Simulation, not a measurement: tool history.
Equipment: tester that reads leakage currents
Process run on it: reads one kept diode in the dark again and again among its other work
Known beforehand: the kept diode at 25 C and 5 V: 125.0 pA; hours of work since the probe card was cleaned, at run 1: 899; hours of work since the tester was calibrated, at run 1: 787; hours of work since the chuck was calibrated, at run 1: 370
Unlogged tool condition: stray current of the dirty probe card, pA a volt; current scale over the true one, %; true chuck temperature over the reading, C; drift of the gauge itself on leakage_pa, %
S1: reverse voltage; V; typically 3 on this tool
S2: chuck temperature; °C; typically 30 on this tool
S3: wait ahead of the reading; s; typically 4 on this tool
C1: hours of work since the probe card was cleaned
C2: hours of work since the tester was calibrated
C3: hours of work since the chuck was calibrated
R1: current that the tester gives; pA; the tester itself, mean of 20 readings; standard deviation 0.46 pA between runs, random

run 1 hour=0 | S1=3 S2=30 S3=4 | C1=899 C2=787 C3=370 | R1=153.65
run 2 hour=28.8 | S1=3 S2=30 S3=4 | C1=920 C2=808 C3=391 | R1=152.96
run 3 hour=51.2 | S1=3 S2=30 S3=4 | C1=937 C2=824 C3=407 | R1=152.99
run 4 hour=72.4 | S1=7.94 S2=30 S3=4 | C1=952 C2=840 C3=423 | R1=234.13
run 5 hour=85.4 | S1=2.1 S2=30 S3=4 | C1=961 C2=849 C3=432 | R1=131.41
run 6 hour=104.6 | S1=2.1 S2=30 S3=4 | C1=975 C2=863 C3=446 | R1=131.04
run 7 hour=126.3 | S1=3 S2=30 S3=4 | C1=991 C2=879 C3=462 | R1=153.53
run 8 hour=156.1 | S1=3 S2=30 S3=4 | C1=1013 C2=901 C3=484 | R1=152.98
run 9 hour=176.9 | S1=1.07 S2=30 S3=4 | C1=1028 C2=916 C3=499 | R1=97.84
run 10 hour=198.3 | S1=3 S2=20 S3=4 | C1=1044 C2=931 C3=514 | R1=64.72
run 11 hour=212.6 | S1=3 S2=28 S3=4 | C1=1054 C2=942 C3=525 | R1=128.76
run 12 hour=229 | S1=3 S2=30 S3=4 | C1=1066 C2=954 C3=537 | R1=153.56
run 13 hour=243.9 | S1=2.16 S2=30 S3=4 | C1=1077 C2=965 C3=548 | R1=132.71
run 14 hour=268.2 | S1=3 S2=30 S3=4 | C1=1095 C2=982 C3=565 | R1=152.81
-- hour=288 probe card cleaned and baked
run 15 hour=297.7 | S1=3 S2=30 S3=4 | C1=7 C2=1002 C3=585 | R1=152.84
run 16 hour=328 | S1=3 S2=30 S3=4 | C1=29 C2=1024 C3=607 | R1=153.27
run 17 hour=353.3 | S1=3 S2=30 S3=4 | C1=48 C2=1042 C3=625 | R1=152.87
run 18 hour=373.1 | S1=3 S2=30 S3=4 | C1=62 C2=1057 C3=640 | R1=153.32
run 19 hour=391.4 | S1=3 S2=30 S3=4 | C1=75 C2=1070 C3=653 | R1=152.85
run 20 hour=415.1 | S1=3 S2=30 S3=4 | C1=93 C2=1087 C3=670 | R1=153.41
run 21 hour=434.5 | S1=2.65 S2=40 S3=0.46 | C1=107 C2=1101 C3=685 | R1=328.88
run 22 hour=455.6 | S1=3 S2=30 S3=1.28 | C1=122 C2=1117 C3=700 | R1=152.8
run 23 hour=486.6 | S1=11.45 S2=28 S3=3.14 | C1=145 C2=1139 C3=722 | R1=231.93
run 24 hour=515.5 | S1=3 S2=30 S3=2.24 | C1=166 C2=1160 C3=744 | R1=153.22
run 25 hour=541.5 | S1=3 S2=30 S3=2.24 | C1=185 C2=1179 C3=762 | R1=153.2
run 26 hour=559.1 | S1=3 S2=30 S3=2.24 | C1=198 C2=1192 C3=775 | R1=153.58
run 27 hour=574.8 | S1=3 S2=30 S3=2.24 | C1=209 C2=1204 C3=787 | R1=153.36
run 28 hour=594.9 | S1=1.09 S2=42 S3=0.43 | C1=224 C2=1218 C3=801 | R1=258.97
run 29 hour=621.7 | S1=1.85 S2=30 S3=2.41 | C1=243 C2=1238 C3=821 | R1=123.41
run 30 hour=639.2 | S1=2.66 S2=24 S3=6.64 | C1=256 C2=1251 C3=834 | R1=87.03
run 31 hour=666.5 | S1=2.66 S2=24 S3=6.64 | C1=276 C2=1271 C3=854 | R1=87.65
run 32 hour=682.7 | S1=6.75 S2=54 S3=5.04 | C1=288 C2=1282 C3=865 | R1=1401.95
run 33 hour=702.3 | S1=3.05 S2=23 S3=4 | C1=302 C2=1297 C3=880 | R1=84.88
run 34 hour=723.4 | S1=2.05 S2=23 S3=5.59 | C1=317 C2=1312 C3=895 | R1=71.07
run 35 hour=747.1 | S1=5.94 S2=43 S3=1.13 | C1=335 C2=1329 C3=912 | R1=589.15
run 36 hour=767.6 | S1=3 S2=30 S3=3.99 | C1=350 C2=1344 C3=927 | R1=152.9
run 37 hour=795.5 | S1=3 S2=30 S3=3.99 | C1=370 C2=1365 C3=948 | R1=153.13
run 38 hour=808.1 | S1=3 S2=30 S3=0.45 | C1=379 C2=1374 C3=957 | R1=153.58
run 39 hour=825.9 | S1=3 S2=30 S3=0.45 | C1=392 C2=1387 C3=970 | R1=154.03
run 40 hour=854 | S1=3 S2=20 S3=4 | C1=413 C2=1407 C3=990 | R1=64.96

Each row is a separate what-if for the run after 40, all from the same tool condition, not one after another. Results?
run A hour=867.5 | S1=4.03 S2=20 S3=5.04 | C1=422 C2=1417 C3=1000 | R1=?
run B hour=867.5 | S1=3.47 S2=30 S3=8.58 | C1=422 C2=1417 C3=1000 | R1=?
run C hour=867.5 | S1=3 S2=38 S3=0.44 | C1=422 C2=1417 C3=1000 | R1=?

run=A R1=73.48
run=B R1=163.11
run=C R1=293.9
With no hidden state in the tool, these same runs would have given:
run=A R1=73.47
run=B R1=163.15
run=C R1=294

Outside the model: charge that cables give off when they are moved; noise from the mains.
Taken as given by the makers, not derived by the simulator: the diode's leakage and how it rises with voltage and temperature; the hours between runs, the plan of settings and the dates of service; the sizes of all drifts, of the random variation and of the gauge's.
